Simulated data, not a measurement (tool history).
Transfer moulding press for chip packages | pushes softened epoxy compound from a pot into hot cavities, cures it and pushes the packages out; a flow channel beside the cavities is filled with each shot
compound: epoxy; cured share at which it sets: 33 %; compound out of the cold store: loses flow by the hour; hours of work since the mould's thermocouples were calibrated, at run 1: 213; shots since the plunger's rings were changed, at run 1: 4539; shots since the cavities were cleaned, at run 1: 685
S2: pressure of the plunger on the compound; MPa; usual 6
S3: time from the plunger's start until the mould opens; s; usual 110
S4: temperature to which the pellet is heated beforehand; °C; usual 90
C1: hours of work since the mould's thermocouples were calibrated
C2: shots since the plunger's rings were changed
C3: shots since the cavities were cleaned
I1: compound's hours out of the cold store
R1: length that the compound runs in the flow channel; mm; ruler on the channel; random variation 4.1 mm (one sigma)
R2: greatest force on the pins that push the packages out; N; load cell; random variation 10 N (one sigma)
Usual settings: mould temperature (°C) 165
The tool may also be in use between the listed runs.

{"run": 1, "day": 0.0, "mould temperature (°C)": 165, "S2": 6, "S3": 110, "S4": 90, "C1": 213, "C2": 4539, "C3": 685, "I1": 41.5, "R1": 708, "R2": 631}
{"day": 2.262, "done": "cavities cleaned with cleaning compound and waxed"}
{"run": 2, "day": 2.462, "mould temperature (°C)": 165, "S2": 6, "S3": 144, "S4": 90, "C1": 240, "C2": 5016, "C3": 40, "I1": 28.9, "R1": 747, "R2": 791}
{"run": 3, "day": 4.588, "mould temperature (°C)": 165, "S2": 6, "S3": 110, "S4": 86, "C1": 264, "C2": 5438, "C3": 462, "I1": 20.4, "R1": 766, "R2": 807}
{"run": 4, "day": 6.329, "mould temperature (°C)": 171, "S2": 6, "S3": 110, "S4": 86, "C1": 284, "C2": 5784, "C3": 808, "I1": 38.9, "R1": 679, "R2": 734}
{"day": 8.046, "done": "cavities cleaned with cleaning compound and waxed"}
{"day": 8.358, "done": "plunger's sealing rings changed"}
{"run": 5, "day": 8.733, "mould temperature (°C)": 165, "S2": 6, "S3": 110, "S4": 90, "C1": 309, "C2": 75, "C3": 116, "I1": 43.9, "R1": 770, "R2": 506}
{"run": 6, "day": 10.396, "mould temperature (°C)": 165, "S2": 6, "S3": 110, "S4": 90, "C1": 328, "C2": 405, "C3": 446, "I1": 41.5, "R1": 773, "R2": 609}
{"day": 11.342, "done": "cavities cleaned with cleaning compound and waxed, once more"}
{"run": 7, "day": 12.083, "mould temperature (°C)": 165, "S2": 6, "S3": 110, "S4": 90, "C1": 347, "C2": 728, "C3": 148, "I1": 25.8, "R1": 828, "R2": 522}
{"run": 8, "day": 14.392, "mould temperature (°C)": 165, "S2": 6, "S3": 110, "S4": 90, "C1": 373, "C2": 1186, "C3": 606, "I1": 20.6, "R1": 842, "R2": 645}
{"day": 14.725, "done": "mould's thermocouples calibrated"}
{"day": 17.125, "done": "cavities cleaned with cleaning compound and waxed"}
{"run": 9, "day": 17.283, "mould temperature (°C)": 165, "S2": 6, "S3": 149, "S4": 82, "C1": 28, "C2": 1732, "C3": 32, "I1": 15.2, "R1": 856, "R2": 466}
{"run": 10, "day": 19.179, "mould temperature (°C)": 165, "S2": 6, "S3": 149, "S4": 92, "C1": 50, "C2": 2109, "C3": 409, "I1": 16.9, "R1": 839, "R2": 578}
{"run": 11, "day": 21.196, "mould temperature (°C)": 165, "S2": 5.8, "S3": 96, "S4": 90, "C1": 73, "C2": 2509, "C3": 809, "I1": 14.4, "R1": 827, "R2": 724}
{"day": 22.771, "done": "cavities cleaned with cleaning compound and waxed"}
{"run": 12, "day": 23.088, "mould temperature (°C)": 165, "S2": 5.8, "S3": 96, "S4": 90, "C1": 94, "C2": 2872, "C3": 62, "I1": 48, "R1": 704, "R2": 518}
{"run": 13, "day": 25.625, "mould temperature (°C)": 165, "S2": 5.8, "S3": 96, "S4": 90, "C1": 123, "C2": 3377, "C3": 567, "I1": 31.3, "R1": 749, "R2": 668}

Run 14 comes next. What will it give?
{"run": 14, "day": 27.904, "mould temperature (°C)": 166, "S2": 5.57, "S3": 110, "S4": 90, "C1": 148, "C2": 3829, "C3": 1019, "I1": 21.7, "R1": "?", "R2": "?"}

R1: 760 mm
R2: 675 N
Without the tool's hidden state the same run would have given R1 817 mm, R2 447 N.
